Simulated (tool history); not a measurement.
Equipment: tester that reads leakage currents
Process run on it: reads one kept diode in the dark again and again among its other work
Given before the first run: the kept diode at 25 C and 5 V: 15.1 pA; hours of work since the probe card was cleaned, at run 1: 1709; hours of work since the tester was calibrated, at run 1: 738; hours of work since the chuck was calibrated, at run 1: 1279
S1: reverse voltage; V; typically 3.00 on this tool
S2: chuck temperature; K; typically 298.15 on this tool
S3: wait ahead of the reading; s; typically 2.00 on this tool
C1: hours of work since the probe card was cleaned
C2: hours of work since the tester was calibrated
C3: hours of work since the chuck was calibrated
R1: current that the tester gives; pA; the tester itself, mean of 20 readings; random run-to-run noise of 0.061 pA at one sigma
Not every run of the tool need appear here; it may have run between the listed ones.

run,hour,S1,S2,S3,C1,C2,C3,R1
1,0.0,3.00,298.15,2.00,1709,738,1279,19.55
# hour 5.6: chuck's temperature calibrated
2,26.2,3.00,298.15,2.00,1728,758,16,17.78
3,52.2,8.30,298.15,2.00,1749,778,37,38.39
4,86.2,8.30,298.15,2.00,1776,805,64,38.33
5,118.8,5.94,298.15,2.00,1802,831,90,30.16
6,152.5,5.94,298.15,2.00,1829,858,117,30.45
7,196.8,5.94,298.15,2.00,1864,893,152,30.58
8,238.8,3.00,298.15,0.57,1897,927,185,19.65
9,269.7,3.00,298.15,0.57,1922,951,210,19.84
10,291.1,3.00,298.15,2.00,1939,968,227,18.83
11,331.0,3.00,298.15,2.00,1970,1000,259,19.06
12,355.1,3.00,298.15,2.00,1990,1019,278,18.98
13,380.5,14.69,320.15,0.42,2010,1039,298,251.65
14,409.9,14.28,320.15,0.32,2033,1063,321,250.54
15,452.0,1.21,295.15,5.11,2067,1096,355,8.24
16,494.9,1.21,295.15,5.11,2101,1130,389,8.33
17,534.1,1.21,295.15,5.11,2132,1161,420,8.49
# hour 554.0: probe card cleaned and baked
18,557.6,1.21,295.15,5.11,3,1178,436,5.59
19,598.3,6.97,298.15,0.54,35,1210,469,23.59
20,642.3,18.15,303.15,2.69,70,1245,504,57.37
21,669.2,18.15,322.15,0.77,92,1266,525,292.58
22,709.1,7.06,308.15,1.32,123,1298,557,52.81
23,746.1,3.00,299.15,0.31,153,1328,586,17.02

Below are 4 alternative next runs, each starting from the tool's condition after run 23. Predict each:
A,784.3,17.45,329.15,9.24,183,1358,617,?
B,784.3,3.00,299.15,7.99,183,1358,617,?
C,784.3,4.72,301.15,0.31,183,1358,617,?
D,784.3,3.00,298.15,4.13,183,1358,617,?

run,R1
A,496.40
B,14.63
C,26.58
D,13.28
Had the tool no hidden state, the same runs would have come out as:
run,R1
A,455.58
B,12.79
C,23.70
D,11.55
